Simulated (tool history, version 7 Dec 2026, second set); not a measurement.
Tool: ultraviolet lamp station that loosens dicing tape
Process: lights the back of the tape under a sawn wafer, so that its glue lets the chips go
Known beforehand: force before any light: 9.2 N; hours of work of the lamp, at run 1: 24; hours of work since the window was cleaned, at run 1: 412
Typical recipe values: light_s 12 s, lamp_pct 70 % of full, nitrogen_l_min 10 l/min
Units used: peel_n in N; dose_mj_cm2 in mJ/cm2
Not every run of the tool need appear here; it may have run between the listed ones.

run   hour  light_s  lamp_pct  nitrogen_l_min  hours of work of the lamp  hours of work since the window was cleaned  peel_n  dose_mj_cm2
  1    0.0       12        70              10                         24                                         412   0.761          323
  2   12.2       12        70              11                         30                                         417   0.725          316
  3   27.8       12        70              11                         38                                         425   0.707          320
  4   38.5       12        70              11                         43                                         430   0.730          312
  5   50.1       12        70              11                         49                                         436   0.741          317
  6   66.1       12        82              10                         56                                         444   0.507          373
  7   79.7       12        69              10                         63                                         450   0.770          318
  8   95.9       12        69              10                         71                                         458   0.782          313
  9  107.3       12        69              10                         76                                         463   0.792          313
 10  119.8       15        70              10                         82                                         470   0.457          401
 11  130.0       12        70              10                         87                                         474   0.759          318
 12  139.6       12        94              10                         92                                         479   0.371          427
 13  153.1       12        70              10                         98                                         486   0.742          317
 14  162.0       10        69               5                        103                                         490   1.690          258
 15  175.3        6        66               4                        109                                         496   3.634          153
 16  190.1        6        66               4                        116                                         503   3.570          149
 17  203.1       21        71              12                        123                                         510   0.173          561
 18  210.6       23        70               6                        126                                         513   0.212          609
 19  220.7       23        70               6                        131                                         518   0.217          617
 20  229.2       18        70              10                        135                                         522   0.283          472
 21  241.0        9        74               8                        141                                         528   1.389          252
     242.7  -- window cleaned of glue's vapour
 22  251.0        7        61              10                        145                                           4   2.575          163
 23  265.5       22        61              10                        152                                          11   0.217          512
 24  281.0       22        61              10                        160                                          19   0.235          508
 25  296.7       22        61              10                        168                                          26   0.233          512
 26  311.8       21        61              10                        175                                          33   0.243          493

Branching from run 26: 3 alternative next runs. What would each branch give?
  A  320.8       23        61              10                        179                                          38       ?            ?
  B  320.8        9        61              17                        179                                          38       ?            ?
  C  320.8       21        85              10                        179                                          38       ?            ?

run  peel_n  dose_mj_cm2
  A   0.214          537
  B   1.455          206
  C   0.138          687
The same runs, with their run-to-run variation unchanged, on a tool lacking any hidden condition would have given:
run  peel_n  dose_mj_cm2
  A   0.214          537
  B   1.455          206
  C   0.138          687
